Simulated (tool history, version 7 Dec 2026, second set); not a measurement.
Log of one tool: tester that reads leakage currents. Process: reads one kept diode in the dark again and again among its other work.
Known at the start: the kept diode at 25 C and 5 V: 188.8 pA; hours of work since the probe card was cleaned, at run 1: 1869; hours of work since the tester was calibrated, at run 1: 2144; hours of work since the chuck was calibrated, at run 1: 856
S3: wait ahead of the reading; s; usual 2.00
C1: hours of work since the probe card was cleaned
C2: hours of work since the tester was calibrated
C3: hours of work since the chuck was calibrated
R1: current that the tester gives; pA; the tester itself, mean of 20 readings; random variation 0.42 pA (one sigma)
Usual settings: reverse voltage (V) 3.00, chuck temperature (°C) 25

{"run": 1, "hour": 0.0, "reverse voltage (V)": 3.0, "chuck temperature (°C)": 25, "S3": 2.0, "C1": 1869, "C2": 2144, "C3": 856, "R1": 140.5}
{"run": 2, "hour": 85.8, "reverse voltage (V)": 3.0, "chuck temperature (°C)": 25, "S3": 2.0, "C1": 1916, "C2": 2192, "C3": 903, "R1": 140.88}
{"run": 3, "hour": 165.1, "reverse voltage (V)": 1.12, "chuck temperature (°C)": 25, "S3": 2.0, "C1": 1960, "C2": 2236, "C3": 947, "R1": 78.79}
{"run": 4, "hour": 260.7, "reverse voltage (V)": 1.12, "chuck temperature (°C)": 25, "S3": 2.0, "C1": 2013, "C2": 2289, "C3": 1000, "R1": 78.51}
{"run": 5, "hour": 322.1, "reverse voltage (V)": 15.3, "chuck temperature (°C)": 25, "S3": 2.0, "C1": 2047, "C2": 2323, "C3": 1034, "R1": 369.07}
{"run": 6, "hour": 384.1, "reverse voltage (V)": 15.3, "chuck temperature (°C)": 25, "S3": 2.0, "C1": 2082, "C2": 2357, "C3": 1069, "R1": 367.52}
{"hour": 424.8, "done": "chuck's temperature calibrated"}
{"run": 7, "hour": 474.3, "reverse voltage (V)": 3.0, "chuck temperature (°C)": 25, "S3": 2.0, "C1": 2130, "C2": 2406, "C3": 27, "R1": 139.82}
{"run": 8, "hour": 531.4, "reverse voltage (V)": 3.0, "chuck temperature (°C)": 25, "S3": 2.0, "C1": 2162, "C2": 2438, "C3": 59, "R1": 140.79}
{"run": 9, "hour": 625.1, "reverse voltage (V)": 3.0, "chuck temperature (°C)": 25, "S3": 2.0, "C1": 2214, "C2": 2489, "C3": 111, "R1": 140.16}
{"run": 10, "hour": 683.8, "reverse voltage (V)": 3.0, "chuck temperature (°C)": 25, "S3": 2.0, "C1": 2246, "C2": 2522, "C3": 143, "R1": 140.68}
{"run": 11, "hour": 773.5, "reverse voltage (V)": 2.18, "chuck temperature (°C)": 25, "S3": 2.0, "C1": 2296, "C2": 2572, "C3": 193, "R1": 116.49}
{"run": 12, "hour": 894.9, "reverse voltage (V)": 2.18, "chuck temperature (°C)": 25, "S3": 2.0, "C1": 2363, "C2": 2639, "C3": 260, "R1": 116.92}
{"run": 13, "hour": 1016.6, "reverse voltage (V)": 2.18, "chuck temperature (°C)": 25, "S3": 2.0, "C1": 2431, "C2": 2706, "C3": 328, "R1": 116.36}
{"run": 14, "hour": 1130.9, "reverse voltage (V)": 3.0, "chuck temperature (°C)": 25, "S3": 9.51, "C1": 2494, "C2": 2770, "C3": 391, "R1": 138.79}
{"run": 15, "hour": 1243.8, "reverse voltage (V)": 3.0, "chuck temperature (°C)": 26, "S3": 9.51, "C1": 2557, "C2": 2832, "C3": 454, "R1": 152.36}
{"run": 16, "hour": 1328.5, "reverse voltage (V)": 3.0, "chuck temperature (°C)": 26, "S3": 9.51, "C1": 2604, "C2": 2879, "C3": 501, "R1": 152.18}
{"run": 17, "hour": 1406.0, "reverse voltage (V)": 3.0, "chuck temperature (°C)": 25, "S3": 2.0, "C1": 2646, "C2": 2922, "C3": 543, "R1": 141.03}
{"run": 18, "hour": 1518.8, "reverse voltage (V)": 3.0, "chuck temperature (°C)": 25, "S3": 2.0, "C1": 2709, "C2": 2984, "C3": 606, "R1": 140.44}
{"run": 19, "hour": 1571.2, "reverse voltage (V)": 3.0, "chuck temperature (°C)": 25, "S3": 2.0, "C1": 2738, "C2": 3013, "C3": 635, "R1": 140.18}
{"run": 20, "hour": 1664.4, "reverse voltage (V)": 3.0, "chuck temperature (°C)": 25, "S3": 2.0, "C1": 2790, "C2": 3065, "C3": 687, "R1": 141.17}
{"run": 21, "hour": 1770.6, "reverse voltage (V)": 3.0, "chuck temperature (°C)": 25, "S3": 2.0, "C1": 2848, "C2": 3124, "C3": 745, "R1": 140.42}
{"run": 22, "hour": 1872.6, "reverse voltage (V)": 6.25, "chuck temperature (°C)": 33, "S3": 1.77, "C1": 2905, "C2": 3180, "C3": 802, "R1": 411.91}
{"hour": 1893.8, "done": "tester calibrated"}
{"run": 23, "hour": 1979.9, "reverse voltage (V)": 13.99, "chuck temperature (°C)": 37, "S3": 3.27, "C1": 2963, "C2": 48, "C3": 860, "R1": 903.21}
{"run": 24, "hour": 2080.7, "reverse voltage (V)": 5.72, "chuck temperature (°C)": 42, "S3": 0.73, "C1": 3019, "C2": 104, "C3": 916, "R1": 782.96}
{"run": 25, "hour": 2137.3, "reverse voltage (V)": 5.72, "chuck temperature (°C)": 42, "S3": 0.73, "C1": 3050, "C2": 135, "C3": 947, "R1": 776.49}
{"run": 26, "hour": 2262.3, "reverse voltage (V)": 3.0, "chuck temperature (°C)": 56, "S3": 2.0, "C1": 3120, "C2": 204, "C3": 1017, "R1": 1448.36}
{"run": 27, "hour": 2372.8, "reverse voltage (V)": 1.78, "chuck temperature (°C)": 29, "S3": 2.0, "C1": 3181, "C2": 265, "C3": 1078, "R1": 142.61}
{"hour": 2402.0, "done": "chuck's temperature calibrated"}
{"run": 28, "hour": 2476.0, "reverse voltage (V)": 1.49, "chuck temperature (°C)": 21, "S3": 5.18, "C1": 3237, "C2": 321, "C3": 41, "R1": 66.3}
{"run": 29, "hour": 2538.8, "reverse voltage (V)": 1.49, "chuck temperature (°C)": 21, "S3": 5.18, "C1": 3272, "C2": 356, "C3": 76, "R1": 65.91}
{"run": 30, "hour": 2638.6, "reverse voltage (V)": 14.15, "chuck temperature (°C)": 21, "S3": 4.31, "C1": 3327, "C2": 411, "C3": 131, "R1": 250.55}
{"run": 31, "hour": 2735.6, "reverse voltage (V)": 1.44, "chuck temperature (°C)": 36, "S3": 0.49, "C1": 3381, "C2": 465, "C3": 185, "R1": 219.91}
{"hour": 2809.3, "done": "probe card cleaned and baked"}
{"run": 32, "hour": 2854.9, "reverse voltage (V)": 1.35, "chuck temperature (°C)": 55, "S3": 0.49, "C1": 25, "C2": 530, "C3": 249, "R1": 843.59}
{"run": 33, "hour": 2952.4, "reverse voltage (V)": 1.35, "chuck temperature (°C)": 55, "S3": 0.49, "C1": 79, "C2": 584, "C3": 303, "R1": 839.97}
{"run": 34, "hour": 3048.4, "reverse voltage (V)": 1.35, "chuck temperature (°C)": 55, "S3": 0.49, "C1": 132, "C2": 637, "C3": 356, "R1": 839.45}
{"run": 35, "hour": 3107.8, "reverse voltage (V)": 9.35, "chuck temperature (°C)": 38, "S3": 4.41, "C1": 165, "C2": 670, "C3": 389, "R1": 769.14}
{"run": 36, "hour": 3221.0, "reverse voltage (V)": 3.0, "chuck temperature (°C)": 32, "S3": 9.5, "C1": 228, "C2": 732, "C3": 452, "R1": 247.5}
{"run": 37, "hour": 3278.3, "reverse voltage (V)": 3.0, "chuck temperature (°C)": 22, "S3": 6.68, "C1": 260, "C2": 764, "C3": 484, "R1": 108.79}
{"run": 38, "hour": 3351.9, "reverse voltage (V)": 3.0, "chuck temperature (°C)": 50, "S3": 6.68, "C1": 301, "C2": 805, "C3": 524, "R1": 953.69}
{"run": 39, "hour": 3467.3, "reverse voltage (V)": 3.0, "chuck temperature (°C)": 27, "S3": 2.0, "C1": 364, "C2": 869, "C3": 588, "R1": 165.29}
{"run": 40, "hour": 3549.4, "reverse voltage (V)": 3.0, "chuck temperature (°C)": 27, "S3": 2.0, "C1": 410, "C2": 914, "C3": 634, "R1": 166.38}

Forecast each of these 4 alternatives for the next run:
{"run": "A", "hour": 3607.8, "reverse voltage (V)": 1.58, "chuck temperature (°C)": 26, "S3": 7.61, "C1": 442, "C2": 947, "C3": 666, "R1": "?"}
{"run": "B", "hour": 3607.8, "reverse voltage (V)": 3.0, "chuck temperature (°C)": 27, "S3": 0.56, "C1": 442, "C2": 947, "C3": 666, "R1": "?"}
{"run": "C", "hour": 3607.8, "reverse voltage (V)": 3.0, "chuck temperature (°C)": 27, "S3": 0.43, "C1": 442, "C2": 947, "C3": 666, "R1": "?"}
{"run": "D", "hour": 3607.8, "reverse voltage (V)": 1.28, "chuck temperature (°C)": 41, "S3": 0.66, "C1": 442, "C2": 947, "C3": 666, "R1": "?"}

run=A R1=103.84
run=B R1=167.54
run=C R1=168.02
run=D R1=298.84
Without the tool's hidden state the same runs would have given:
run=A R1=103.78
run=B R1=167.44
run=C R1=167.91
run=D R1=298.67

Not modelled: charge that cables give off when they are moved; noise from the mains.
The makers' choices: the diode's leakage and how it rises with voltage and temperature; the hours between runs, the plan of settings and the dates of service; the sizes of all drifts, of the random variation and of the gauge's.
